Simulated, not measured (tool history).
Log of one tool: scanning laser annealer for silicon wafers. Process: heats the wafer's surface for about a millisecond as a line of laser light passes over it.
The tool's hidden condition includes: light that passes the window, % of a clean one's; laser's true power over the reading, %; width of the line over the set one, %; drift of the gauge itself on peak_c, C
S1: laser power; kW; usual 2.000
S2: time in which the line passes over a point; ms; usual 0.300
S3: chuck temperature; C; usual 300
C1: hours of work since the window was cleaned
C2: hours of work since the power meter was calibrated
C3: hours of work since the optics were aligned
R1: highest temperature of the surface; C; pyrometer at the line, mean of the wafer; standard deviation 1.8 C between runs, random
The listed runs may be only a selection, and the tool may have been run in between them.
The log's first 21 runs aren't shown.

| run | hour | S1 | S2 | S3 | C1 | C2 | C3 | R1 |
|---|---|---|---|---|---|---|---|---|
| 22 | 157.4 | 2.159 | 0.321 | 315 | 450 | 354 | 1079 | 1155 |
| 23 | 167.9 | 1.916 | 0.334 | 327 | 456 | 360 | 1085 | 1095 |
| 24 | 175.0 | 2.000 | 0.300 | 278 | 460 | 364 | 1089 | 1029 |
| 25 | 179.8 | 2.098 | 0.305 | 307 | 463 | 367 | 1092 | 1106 |
| 26 | 188.8 | 2.098 | 0.305 | 307 | 468 | 372 | 1097 | 1100 |
| 27 | 198.2 | 1.714 | 0.268 | 273 | 474 | 378 | 1103 | 886 |
| 28 | 204.1 | 2.000 | 0.373 | 301 | 477 | 381 | 1107 | 1144 |
| 29 | 211.5 | 2.000 | 0.373 | 301 | 482 | 386 | 1111 | 1145 |
| 30 | 217.9 | 2.000 | 0.235 | 327 | 486 | 390 | 1115 | 987 |
| 31 | 228.6 | 2.112 | 0.315 | 309 | 492 | 396 | 1121 | 1118 |
| 32 | 238.0 | 1.898 | 0.286 | 288 | 498 | 402 | 1127 | 985 |
| 33 | 247.5 | 1.770 | 0.226 | 300 | 503 | 407 | 1132 | 876 |
| 34 | 252.2 | 1.727 | 0.300 | 300 | 506 | 410 | 1135 | 953 |
| 35 | 257.7 | 2.000 | 0.300 | 272 | 509 | 413 | 1139 | 1023 |
| 36 | 264.9 | 2.000 | 0.300 | 272 | 514 | 418 | 1143 | 1020 |

3 ways to go on from here, each from the tool as it stands after run 36. What would each give?
| A | 270.4 | 2.000 | 0.300 | 306 | 517 | 421 | 1146 | ? |
| B | 270.4 | 2.126 | 0.228 | 291 | 517 | 421 | 1146 | ? |
| C | 270.4 | 2.000 | 0.302 | 300 | 517 | 421 | 1146 | ? |

| run | R1 |
|---|---|
| A | 1059 |
| B | 981 |
| C | 1053 |
Stripped of hidden state, with their random variation kept, the same runs would have yielded:
| run | R1 |
|---|---|
| A | 1078 |
| B | 999 |
| C | 1073 |
